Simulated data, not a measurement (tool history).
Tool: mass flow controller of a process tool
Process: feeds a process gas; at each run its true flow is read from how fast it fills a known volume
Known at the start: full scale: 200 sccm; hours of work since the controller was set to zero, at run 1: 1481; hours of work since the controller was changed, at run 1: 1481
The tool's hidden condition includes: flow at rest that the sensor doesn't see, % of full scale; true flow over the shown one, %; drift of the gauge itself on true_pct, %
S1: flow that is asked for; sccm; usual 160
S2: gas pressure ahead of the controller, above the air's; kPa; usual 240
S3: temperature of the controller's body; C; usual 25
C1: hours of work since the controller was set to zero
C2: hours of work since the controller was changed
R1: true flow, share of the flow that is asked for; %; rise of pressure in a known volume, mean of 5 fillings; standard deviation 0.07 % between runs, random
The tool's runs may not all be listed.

| run | hour | S1 | S2 | S3 | C1 | C2 | R1 |
|---|---|---|---|---|---|---|---|
| 1 | 0 | 160 | 240 | 25 | 1481 | 1481 | 98.9 |
| 2 | 43.1 | 160 | 240 | 25 | 1512 | 1512 | 99.05 |
| 3 | 134.9 | 160 | 240 | 25 | 1580 | 1580 | 98.97 |
| 4 | 232.6 | 155 | 240 | 25 | 1651 | 1651 | 98.92 |
| 5 | 275 | 160 | 240 | 31 | 1682 | 1682 | 98.69 |
| 6 | 327 | 160 | 240 | 21 | 1720 | 1720 | 99.02 |
| 7 | 380 | 160 | 240 | 21 | 1759 | 1759 | 99.06 |
| 8 | 477.5 | 160 | 240 | 21 | 1830 | 1830 | 98.88 |
| 9 | 560.5 | 160 | 240 | 25 | 1891 | 1891 | 98.85 |
| 10 | 657.6 | 160 | 240 | 25 | 1962 | 1962 | 98.88 |
| 11 | 700 | 160 | 240 | 25 | 1993 | 1993 | 98.79 |
| 12 | 773.4 | 160 | 240 | 25 | 2047 | 2047 | 99 |
| 13 | 817.4 | 160 | 240 | 25 | 2079 | 2079 | 98.86 |
| 14 | 899.4 | 160 | 240 | 25 | 2139 | 2139 | 98.87 |
| 15 | 986.6 | 160 | 240 | 25 | 2202 | 2202 | 98.75 |
| 16 | 1044.6 | 160 | 240 | 21 | 2245 | 2245 | 98.91 |
| 17 | 1097.8 | 160 | 240 | 21 | 2284 | 2284 | 98.84 |
| 18 | 1178.3 | 160 | 240 | 21 | 2343 | 2343 | 98.99 |
| 19 | 1226.9 | 160 | 240 | 21 | 2378 | 2378 | 98.91 |
| 20 | 1288.4 | 160 | 240 | 21 | 2423 | 2423 | 98.99 |
| 21 | 1335.2 | 160 | 240 | 21 | 2457 | 2457 | 98.85 |
| 22 | 1435.1 | 160 | 240 | 21 | 2531 | 2531 | 98.97 |
| 23 | 1535.2 | 190 | 240 | 25 | 2604 | 2604 | 99.37 |
| 24 | 1629.5 | 190 | 240 | 25 | 2673 | 2673 | 99.23 |
| 25 | 1719.6 | 40 | 165 | 25 | 2739 | 2739 | 98.68 |
| 26 | 1793.9 | 148 | 170 | 25 | 2793 | 2793 | 98.92 |
| 27 | 1863.5 | 148 | 170 | 25 | 2844 | 2844 | 99.11 |
| 28 | 1948.5 | 160 | 215 | 26 | 2906 | 2906 | 99.02 |
|  | 1956.1 | controller's zero set anew |
| 29 | 2010.3 | 31 | 173 | 35 | 40 | 2951 | 99.14 |
| 30 | 2098.4 | 31 | 173 | 35 | 104 | 3015 | 99.09 |
|  | 2149.3 | controller's zero set anew, once more |
| 31 | 2151.5 | 160 | 188 | 34 | 2 | 3054 | 98.36 |
| 32 | 2193.9 | 160 | 159 | 30 | 33 | 3085 | 98.67 |
| 33 | 2255.2 | 160 | 159 | 30 | 77 | 3130 | 98.68 |
| 34 | 2348.8 | 20 | 209 | 30 | 146 | 3198 | 96.87 |
| 35 | 2400.5 | 42 | 144 | 26 | 184 | 3236 | 97.41 |
| 36 | 2457.4 | 160 | 236 | 30 | 225 | 3278 | 98.28 |
| 37 | 2538.3 | 160 | 163 | 39 | 284 | 3337 | 98.54 |
| 38 | 2637.2 | 105 | 279 | 25 | 357 | 3409 | 97.39 |
| 39 | 2680.2 | 86 | 240 | 38 | 388 | 3440 | 96.99 |
| 40 | 2747.4 | 86 | 240 | 21 | 437 | 3490 | 97.44 |
| 41 | 2843.7 | 77 | 193 | 30 | 508 | 3560 | 97.48 |

Each run again, without the hidden state but with its own random variation kept:
| run | R1 |
|---|---|
| 1 | 99.17 |
| 2 | 99.32 |
| 3 | 99.25 |
| 4 | 99.2 |
| 5 | 98.97 |
| 6 | 99.31 |
| 7 | 99.35 |
| 8 | 99.18 |
| 9 | 99.16 |
| 10 | 99.19 |
| 11 | 99.11 |
| 12 | 99.32 |
| 13 | 99.18 |
| 14 | 99.19 |
| 15 | 99.08 |
| 16 | 99.25 |
| 17 | 99.18 |
| 18 | 99.33 |
| 19 | 99.26 |
| 20 | 99.34 |
| 21 | 99.21 |
| 22 | 99.33 |
| 23 | 99.79 |
| 24 | 99.67 |
| 25 | 97.87 |
| 26 | 99.27 |
| 27 | 99.46 |
| 28 | 99.41 |
| 29 | 97.47 |
| 30 | 97.39 |
| 31 | 99.16 |
| 32 | 99.47 |
| 33 | 99.48 |
| 34 | 97.25 |
| 35 | 98.03 |
| 36 | 99.1 |
| 37 | 99.37 |
| 38 | 98.17 |
| 39 | 97.74 |
| 40 | 98.19 |
| 41 | 98.2 |

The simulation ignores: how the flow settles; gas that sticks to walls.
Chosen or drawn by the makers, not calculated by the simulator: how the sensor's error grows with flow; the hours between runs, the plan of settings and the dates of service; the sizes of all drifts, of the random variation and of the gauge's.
